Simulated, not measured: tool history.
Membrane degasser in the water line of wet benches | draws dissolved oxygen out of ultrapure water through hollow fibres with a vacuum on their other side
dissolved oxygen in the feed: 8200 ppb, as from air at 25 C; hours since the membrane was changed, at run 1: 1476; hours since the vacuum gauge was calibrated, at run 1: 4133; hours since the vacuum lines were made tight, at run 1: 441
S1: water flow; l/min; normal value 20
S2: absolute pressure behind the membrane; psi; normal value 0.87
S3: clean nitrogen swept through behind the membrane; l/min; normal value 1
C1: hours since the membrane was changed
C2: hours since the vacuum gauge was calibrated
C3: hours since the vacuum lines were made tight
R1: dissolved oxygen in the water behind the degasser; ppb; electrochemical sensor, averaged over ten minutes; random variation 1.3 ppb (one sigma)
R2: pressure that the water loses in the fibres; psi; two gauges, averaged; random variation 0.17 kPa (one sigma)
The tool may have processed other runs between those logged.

run 1 hour=0 | S1=20 S2=0.87 S3=1 | C1=1476 C2=4133 C3=441 | R1=136.3 R2=4.303
run 2 hour=163.4 | S1=20 S2=0.87 S3=1 | C1=1639 C2=4297 C3=604 | R1=135.9 R2=4.36
run 3 hour=275.7 | S1=20 S2=0.87 S3=1 | C1=1751 C2=4409 C3=717 | R1=135.5 R2=4.311
run 4 hour=389.2 | S1=20 S2=0.87 S3=1 | C1=1865 C2=4523 C3=830 | R1=137.6 R2=4.313
run 5 hour=635.7 | S1=20 S2=0.87 S3=1 | C1=2111 C2=4769 C3=1077 | R1=136.5 R2=4.328
run 6 hour=752.9 | S1=20 S2=0.87 S3=1 | C1=2229 C2=4886 C3=1194 | R1=139.5 R2=4.289
run 7 hour=993 | S1=20 S2=0.87 S3=1 | C1=2469 C2=5126 C3=1434 | R1=137.3 R2=4.371
run 8 hour=1179.8 | S1=20 S2=0.87 S3=1 | C1=2655 C2=5313 C3=1621 | R1=140.6 R2=4.34
run 9 hour=1413.3 | S1=16 S2=1.539 S3=1.01 | C1=2889 C2=5547 C3=1854 | R1=275.3 R2=3.566
run 10 hour=1542.7 | S1=13 S2=1.111 S3=1 | C1=3018 C2=5676 C3=1984 | R1=145.1 R2=2.833
run 11 hour=1802.6 | S1=29 S2=1.218 S3=1 | C1=3278 C2=5936 C3=2244 | R1=343.7 R2=6.453
run 12 hour=1996.4 | S1=20 S2=2.046 S3=2 | C1=3472 C2=6130 C3=2437 | R1=269.5 R2=4.413
run 13 hour=2140.7 | S1=18 S2=2.046 S3=2 | C1=3616 C2=6274 C3=2582 | R1=242.3 R2=4.007

Branching from run 13: 4 alternative next runs. What would each branch give?
run A hour=2322.5 | S1=14 S2=0.87 S3=1 | C1=3798 C2=6456 C3=2763 | R1=? R2=?
run B hour=2322.5 | S1=31 S2=0.87 S3=1 | C1=3798 C2=6456 C3=2763 | R1=? R2=?
run C hour=2322.5 | S1=18 S2=1.156 S3=2.59 | C1=3798 C2=6456 C3=2763 | R1=? R2=?
run D hour=2322.5 | S1=15 S2=1.764 S3=2 | C1=3798 C2=6456 C3=2763 | R1=? R2=?

run=A R1=102.2 R2=3.118
run=B R1=220 R2=6.866
run=C R1=88.6 R2=4.038
run=D R1=167.1 R2=3.34
Had the tool no hidden state, the same runs would have come out as:
run=A R1=91.3 R2=2.972
run=B R1=195.4 R2=6.544
run=C R1=81.8 R2=3.852
run=D R1=159.8 R2=3.185

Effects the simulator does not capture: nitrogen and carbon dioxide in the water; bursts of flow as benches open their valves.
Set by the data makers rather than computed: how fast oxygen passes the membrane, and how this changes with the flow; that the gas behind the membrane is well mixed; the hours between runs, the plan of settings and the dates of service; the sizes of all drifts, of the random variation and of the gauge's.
